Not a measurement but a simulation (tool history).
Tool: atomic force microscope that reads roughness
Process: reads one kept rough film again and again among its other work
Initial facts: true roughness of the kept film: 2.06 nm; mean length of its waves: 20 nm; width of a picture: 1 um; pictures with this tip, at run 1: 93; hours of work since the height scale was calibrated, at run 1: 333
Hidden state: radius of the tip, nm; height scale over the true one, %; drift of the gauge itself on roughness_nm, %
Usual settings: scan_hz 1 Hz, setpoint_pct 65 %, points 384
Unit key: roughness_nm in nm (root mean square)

run,day,scan_hz,setpoint_pct,points,pictures with this tip,hours of work since the height scale was calibrated,roughness_nm
1,0,1,65,384,93,333,1.176
# day 0.742: new tip fitted
2,1.762,1,65,384,59,362,1.293
3,2.65,1,65,474,110,377,1.094
# day 3.054: new tip fitted
4,3.708,1,65,384,38,395,1.372
5,5.217,1,65,384,126,421,1.007
# day 5.358: new tip fitted
6,6.483,0.69,65,384,66,442,1.249
# day 7.629: new tip fitted
7,7.904,0.69,65,384,16,466,1.538
8,9.288,0.69,65,384,96,489,1.161
# day 9.883: new tip fitted
9,10.846,0.69,68,384,55,515,1.269
10,11.929,1,72,580,118,534,1.019
# day 12.2: new tip fitted
11,13.496,1,72,580,75,560,1.196
# day 14.496: new tip fitted
12,14.958,2.45,66,646,27,585,1.344
13,16.071,1.96,65,384,91,604,1.117
# day 16.85: new tip fitted
14,17.783,0.65,74,925,54,632,1.294
15,18.808,3.49,74,925,113,650,0.895
# day 19.138: new tip fitted
16,19.6,3.88,88,812,27,663,0.929
17,20.817,0.52,61,466,97,684,1.131
# day 21.454: new tip fitted
18,22.404,1,64,384,54,710,1.293

What if the next run were any one of these 3? Each begins from the tool's condition after run 18:
A,23.196,0.98,75,382,100,724,?
B,23.196,0.97,69,285,100,724,?
C,23.196,1,72,384,100,724,?

run,roughness_nm
A,1.077
B,1.081
C,1.088
Had the tool no hidden state, the same runs would have come out as:
run,roughness_nm
A,1.563
B,1.568
C,1.576

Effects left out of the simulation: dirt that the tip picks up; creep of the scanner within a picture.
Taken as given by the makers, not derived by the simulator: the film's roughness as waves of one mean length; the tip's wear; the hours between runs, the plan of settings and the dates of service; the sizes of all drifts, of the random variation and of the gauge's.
